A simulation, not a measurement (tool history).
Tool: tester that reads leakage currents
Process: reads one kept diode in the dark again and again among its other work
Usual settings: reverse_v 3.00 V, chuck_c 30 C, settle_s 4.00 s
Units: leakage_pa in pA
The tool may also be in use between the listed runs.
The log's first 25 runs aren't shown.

| run | day | reverse_v | chuck_c | settle_s | leakage_pa |
|---|---|---|---|---|---|
| 26 | 114.792 | 5.50 | 25 | 0.64 | 191.52 |
|  | 117.471 | tester calibrated |
| 27 | 117.642 | 8.69 | 32 | 3.26 | 370.21 |
| 28 | 122.608 | 8.69 | 32 | 3.26 | 368.96 |
| 29 | 126.058 | 3.30 | 30 | 0.63 | 228.63 |
| 30 | 129.675 | 11.99 | 56 | 0.63 | 1931.90 |
| 31 | 132.808 | 11.99 | 56 | 0.63 | 1938.13 |
| 32 | 135.583 | 15.97 | 21 | 0.99 | 211.38 |
| 33 | 142.000 | 15.97 | 21 | 0.99 | 210.81 |
| 34 | 148.421 | 15.97 | 21 | 0.99 | 210.88 |
| 35 | 151.200 | 6.31 | 51 | 2.31 | 1126.99 |
|  | 155.292 | chuck's temperature calibrated |
| 36 | 156.662 | 3.00 | 48 | 3.84 | 722.59 |
| 37 | 162.858 | 3.00 | 48 | 3.84 | 727.26 |
| 38 | 168.475 | 3.00 | 29 | 3.84 | 206.40 |

Forecast each of these 4 alternatives for the next run:
| A | 173.812 | 15.13 | 30 | 3.23 | ? |
| B | 173.812 | 3.00 | 46 | 4.00 | ? |
| C | 173.812 | 12.87 | 29 | 0.39 | ? |
| D | 173.812 | 2.51 | 21 | 2.83 | ? |

| run | leakage_pa |
|---|---|
| A | 390.18 |
| B | 638.67 |
| C | 347.82 |
| D | 108.09 |
Without the tool's hidden state the same runs would have given:
| run | leakage_pa |
|---|---|
| A | 389.91 |
| B | 638.68 |
| C | 347.59 |
| D | 108.06 |
